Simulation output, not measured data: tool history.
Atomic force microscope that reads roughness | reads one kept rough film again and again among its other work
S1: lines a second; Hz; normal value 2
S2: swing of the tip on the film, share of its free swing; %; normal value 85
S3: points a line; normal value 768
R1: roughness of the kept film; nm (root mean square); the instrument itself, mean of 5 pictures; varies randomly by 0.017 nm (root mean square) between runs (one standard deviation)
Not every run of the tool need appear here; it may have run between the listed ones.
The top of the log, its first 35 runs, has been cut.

run	day	S1	S2	S3	R1
36	11.367	2	85	340	4
37	11.65	3.48	72	768	4.051
38	11.904	2.71	68	862	4.269
39	12.308	1.71	62	676	4.509
40	12.658	0.89	59	280	4.576
41	13.008	2	85	356	3.822
42	13.246	2	57	369	4.421
43	13.421	3.91	58	768	4.23
# day 13.625: new tip fitted
44	13.817	0.91	57	702	4.817
45	14.225	0.55	86	818	4.572
46	14.517	1.28	82	999	4.303
47	14.708	2	67	273	4.442
48	14.888	1.34	68	555	4.473
49	15.321	1.34	68	555	4.457
50	15.5	1.34	68	555	4.433
51	15.758	2	74	299	4.133
52	15.962	2	74	299	4.11
53	16.358	2	85	951	3.8
# day 16.612: new tip fitted
54	16.688	0.91	62	872	4.781

Here are 3 independent what-if runs from the current tool condition. What would each one return?
A	17.038	1.24	85	626	?
B	17.038	2	86	768	?
C	17.038	2	82	768	?

run	R1
A	4.322
B	3.999
C	4.133
What these runs would have given with no unlogged condition in the tool:
run	R1
A	4.366
B	4.04
C	4.175
